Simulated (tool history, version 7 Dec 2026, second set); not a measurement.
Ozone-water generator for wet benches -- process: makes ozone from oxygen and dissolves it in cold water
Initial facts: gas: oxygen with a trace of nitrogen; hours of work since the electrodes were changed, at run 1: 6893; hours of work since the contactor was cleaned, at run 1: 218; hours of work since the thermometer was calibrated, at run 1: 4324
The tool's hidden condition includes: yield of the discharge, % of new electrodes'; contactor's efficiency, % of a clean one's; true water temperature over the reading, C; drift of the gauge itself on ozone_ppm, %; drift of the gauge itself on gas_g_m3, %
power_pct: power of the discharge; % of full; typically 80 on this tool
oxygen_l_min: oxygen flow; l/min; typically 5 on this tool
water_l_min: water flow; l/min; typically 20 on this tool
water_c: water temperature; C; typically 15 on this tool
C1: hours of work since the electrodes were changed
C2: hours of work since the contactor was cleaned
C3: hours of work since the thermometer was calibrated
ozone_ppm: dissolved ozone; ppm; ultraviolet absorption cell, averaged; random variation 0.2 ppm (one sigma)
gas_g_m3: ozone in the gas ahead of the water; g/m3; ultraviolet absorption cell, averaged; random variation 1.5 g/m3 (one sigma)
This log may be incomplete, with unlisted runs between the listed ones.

run 1 hour=0 | power_pct=80 oxygen_l_min=5 water_l_min=20 water_c=15 | C1=6893 C2=218 C3=4324 | ozone_ppm=22.6 gas_g_m3=222
run 2 hour=110.3 | power_pct=80 oxygen_l_min=5 water_l_min=20 water_c=15 | C1=6992 C2=316 C3=4423 | ozone_ppm=22.7 gas_g_m3=222.5
-- hour=264.2 electrodes of the discharge changed
run 3 hour=264.2 | power_pct=80 oxygen_l_min=5 water_l_min=20 water_c=15 | C1=0 C2=448 C3=4555 | ozone_ppm=27.6 gas_g_m3=276.3
run 4 hour=360.4 | power_pct=80 oxygen_l_min=5 water_l_min=20 water_c=15 | C1=86 C2=534 C3=4641 | ozone_ppm=27.8 gas_g_m3=273.5
-- hour=432.5 water thermometer calibrated
run 5 hour=501.5 | power_pct=80 oxygen_l_min=5 water_l_min=20 water_c=15 | C1=211 C2=659 C3=62 | ozone_ppm=27.3 gas_g_m3=273.6
run 6 hour=681.7 | power_pct=80 oxygen_l_min=5 water_l_min=20 water_c=19 | C1=372 C2=820 C3=223 | ozone_ppm=25.6 gas_g_m3=270.8
run 7 hour=845.4 | power_pct=80 oxygen_l_min=5 water_l_min=20 water_c=19 | C1=518 C2=967 C3=369 | ozone_ppm=25.4 gas_g_m3=269.8
-- hour=989.5 water thermometer calibrated, once more
run 8 hour=1016.4 | power_pct=80 oxygen_l_min=7.65 water_l_min=20 water_c=19 | C1=671 C2=1119 C3=24 | ozone_ppm=26.1 gas_g_m3=223.6
run 9 hour=1190.3 | power_pct=80 oxygen_l_min=3.51 water_l_min=20 water_c=15 | C1=826 C2=1274 C3=179 | ozone_ppm=25 gas_g_m3=312.2
run 10 hour=1388.9 | power_pct=80 oxygen_l_min=3.51 water_l_min=20 water_c=15 | C1=1003 C2=1451 C3=357 | ozone_ppm=24.9 gas_g_m3=314.2
run 11 hour=1485.6 | power_pct=80 oxygen_l_min=3.51 water_l_min=20 water_c=15 | C1=1090 C2=1538 C3=443 | ozone_ppm=25.1 gas_g_m3=313.4
run 12 hour=1626.8 | power_pct=80 oxygen_l_min=5 water_l_min=20 water_c=15 | C1=1216 C2=1664 C3=569 | ozone_ppm=26.7 gas_g_m3=265
run 13 hour=1765.1 | power_pct=80 oxygen_l_min=5 water_l_min=20 water_c=9 | C1=1339 C2=1787 C3=692 | ozone_ppm=28.4 gas_g_m3=263.7
run 14 hour=1920.9 | power_pct=80 oxygen_l_min=5 water_l_min=20 water_c=15 | C1=1478 C2=1926 C3=832 | ozone_ppm=26.1 gas_g_m3=265.8
run 15 hour=2005.7 | power_pct=80 oxygen_l_min=5 water_l_min=20 water_c=15 | C1=1554 C2=2002 C3=907 | ozone_ppm=25.8 gas_g_m3=263.7
run 16 hour=2145 | power_pct=80 oxygen_l_min=5 water_l_min=20 water_c=15 | C1=1678 C2=2126 C3=1032 | ozone_ppm=25.6 gas_g_m3=261.8
run 17 hour=2229.2 | power_pct=80 oxygen_l_min=5 water_l_min=20 water_c=15 | C1=1753 C2=2202 C3=1107 | ozone_ppm=25.4 gas_g_m3=263.9
run 18 hour=2389.4 | power_pct=80 oxygen_l_min=5 water_l_min=20 water_c=15 | C1=1896 C2=2345 C3=1250 | ozone_ppm=25.7 gas_g_m3=260.1
run 19 hour=2511.2 | power_pct=80 oxygen_l_min=8.5 water_l_min=20 water_c=17 | C1=2005 C2=2453 C3=1359 | ozone_ppm=25.5 gas_g_m3=205.5
run 20 hour=2615.3 | power_pct=68 oxygen_l_min=4.28 water_l_min=20 water_c=15 | C1=2098 C2=2546 C3=1452 | ozone_ppm=21.5 gas_g_m3=239.5
run 21 hour=2713.6 | power_pct=80 oxygen_l_min=7.86 water_l_min=20 water_c=13 | C1=2186 C2=2634 C3=1539 | ozone_ppm=26.5 gas_g_m3=212.6
-- hour=2746.7 contactor cleaned
run 22 hour=2871.9 | power_pct=80 oxygen_l_min=7.86 water_l_min=20 water_c=17 | C1=2324 C2=112 C3=1677 | ozone_ppm=26.3 gas_g_m3=210.4
run 23 hour=3000.1 | power_pct=80 oxygen_l_min=7.86 water_l_min=20 water_c=17 | C1=2438 C2=226 C3=1792 | ozone_ppm=26.2 gas_g_m3=208.8
run 24 hour=3147.8 | power_pct=80 oxygen_l_min=5.61 water_l_min=20 water_c=9 | C1=2570 C2=358 C3=1923 | ozone_ppm=28.4 gas_g_m3=240.3
run 25 hour=3238.2 | power_pct=63 oxygen_l_min=5 water_l_min=20 water_c=15 | C1=2651 C2=439 C3=2004 | ozone_ppm=21.2 gas_g_m3=206.8
run 26 hour=3356.8 | power_pct=63 oxygen_l_min=6.14 water_l_min=14 water_c=15 | C1=2757 C2=545 C3=2110 | ozone_ppm=29.1 gas_g_m3=189.6
run 27 hour=3550.3 | power_pct=63 oxygen_l_min=6.14 water_l_min=14 water_c=15 | C1=2929 C2=718 C3=2283 | ozone_ppm=29.2 gas_g_m3=189.5
run 28 hour=3720.9 | power_pct=63 oxygen_l_min=6.14 water_l_min=14 water_c=15 | C1=3082 C2=870 C3=2435 | ozone_ppm=28.7 gas_g_m3=187.5
run 29 hour=3842.7 | power_pct=63 oxygen_l_min=6.14 water_l_min=14 water_c=15 | C1=3190 C2=978 C3=2544 | ozone_ppm=28.3 gas_g_m3=186.2
run 30 hour=4016.8 | power_pct=44 oxygen_l_min=2.9 water_l_min=15 water_c=16 | C1=3346 C2=1134 C3=2699 | ozone_ppm=18.2 gas_g_m3=196
run 31 hour=4169.5 | power_pct=82 oxygen_l_min=7.11 water_l_min=20 water_c=12 | C1=3482 C2=1270 C3=2835 | ozone_ppm=27.4 gas_g_m3=216.2
run 32 hour=4321.6 | power_pct=84 oxygen_l_min=2.79 water_l_min=16 water_c=20 | C1=3618 C2=1406 C3=2971 | ozone_ppm=27.1 gas_g_m3=337.6

Each row is a separate what-if for the run after 32, all from the same tool condition, not one after another. Results?
run A hour=4464.8 | power_pct=80 oxygen_l_min=6.7 water_l_min=20 water_c=9 | C1=3746 C2=1534 C3=3099 | ozone_ppm=? gas_g_m3=?
run B hour=4464.8 | power_pct=70 oxygen_l_min=2.94 water_l_min=16 water_c=13 | C1=3746 C2=1534 C3=3099 | ozone_ppm=? gas_g_m3=?
run C hour=4464.8 | power_pct=41 oxygen_l_min=2.79 water_l_min=14 water_c=19 | C1=3746 C2=1534 C3=3099 | ozone_ppm=? gas_g_m3=?
run D hour=4464.8 | power_pct=80 oxygen_l_min=5 water_l_min=20 water_c=13 | C1=3746 C2=1534 C3=3099 | ozone_ppm=? gas_g_m3=?

run=A ozone_ppm=27.3 gas_g_m3=215.2
run=B ozone_ppm=25.3 gas_g_m3=280.6
run=C ozone_ppm=17.2 gas_g_m3=185.5
run=D ozone_ppm=25 gas_g_m3=245.8
With the hidden condition removed and each run's random variation left untouched, the same runs would have given:
run=A ozone_ppm=31.9 gas_g_m3=240.3
run=B ozone_ppm=29.1 gas_g_m3=309.8
run=C ozone_ppm=18.8 gas_g_m3=195.7
run=D ozone_ppm=29.2 gas_g_m3=274.4
